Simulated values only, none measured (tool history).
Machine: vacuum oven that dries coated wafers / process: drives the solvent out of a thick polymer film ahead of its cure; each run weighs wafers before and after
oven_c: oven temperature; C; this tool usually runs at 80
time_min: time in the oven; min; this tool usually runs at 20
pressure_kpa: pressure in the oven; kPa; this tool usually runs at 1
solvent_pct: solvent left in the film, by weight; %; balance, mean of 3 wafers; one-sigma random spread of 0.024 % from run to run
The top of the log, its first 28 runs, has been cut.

run 29 day=18 | oven_c=67 time_min=17 pressure_kpa=2.98 | solvent_pct=10.67
run 30 day=18.642 | oven_c=67 time_min=17 pressure_kpa=2.98 | solvent_pct=10.75
run 31 day=19.217 | oven_c=80 time_min=13 pressure_kpa=3.17 | solvent_pct=6.36
run 32 day=19.662 | oven_c=76 time_min=11 pressure_kpa=1.53 | solvent_pct=7.51
run 33 day=20.546 | oven_c=80 time_min=20 pressure_kpa=0.7 | solvent_pct=2.34
run 34 day=21.154 | oven_c=80 time_min=26 pressure_kpa=1 | solvent_pct=1.88
run 35 day=21.738 | oven_c=92 time_min=15 pressure_kpa=1.27 | solvent_pct=1.28
run 36 day=22.212 | oven_c=80 time_min=11 pressure_kpa=1.46 | solvent_pct=5.78
run 37 day=23.05 | oven_c=80 time_min=26 pressure_kpa=2.97 | solvent_pct=3.82
run 38 day=23.462 | oven_c=80 time_min=25 pressure_kpa=1 | solvent_pct=1.94
run 39 day=24.05 | oven_c=73 time_min=25 pressure_kpa=2.63 | solvent_pct=5.82
run 40 day=24.567 | oven_c=73 time_min=25 pressure_kpa=2.63 | solvent_pct=5.8
run 41 day=25.021 | oven_c=73 time_min=25 pressure_kpa=0.89 | solvent_pct=3.77
run 42 day=25.633 | oven_c=73 time_min=25 pressure_kpa=0.89 | solvent_pct=3.75
run 43 day=26.5 | oven_c=83 time_min=11 pressure_kpa=0.93 | solvent_pct=4.24
run 44 day=27.421 | oven_c=85 time_min=16 pressure_kpa=1.12 | solvent_pct=2.22
run 45 day=28.071 | oven_c=92 time_min=14 pressure_kpa=0.93 | solvent_pct=1.23
run 46 day=28.775 | oven_c=92 time_min=11 pressure_kpa=2.46 | solvent_pct=2.68

Consider 4 possible next runs. They are alternatives, not a sequence: every one starts from the tool as it was left by run 46. What does each give?
run A day=29.504 | oven_c=77 time_min=16 pressure_kpa=3.87 | solvent_pct=?
run B day=29.504 | oven_c=71 time_min=20 pressure_kpa=3.59 | solvent_pct=?
run C day=29.504 | oven_c=70 time_min=11 pressure_kpa=0.71 | solvent_pct=?
run D day=29.504 | oven_c=92 time_min=11 pressure_kpa=2.46 | solvent_pct=?

run=A solvent_pct=7.32
run=B solvent_pct=8.65
run=C solvent_pct=9.26
run=D solvent_pct=2.66
What these runs would have given with no unlogged condition in the tool:
run=A solvent_pct=7.25
run=B solvent_pct=8.57
run=C solvent_pct=9.19
run=D solvent_pct=2.62
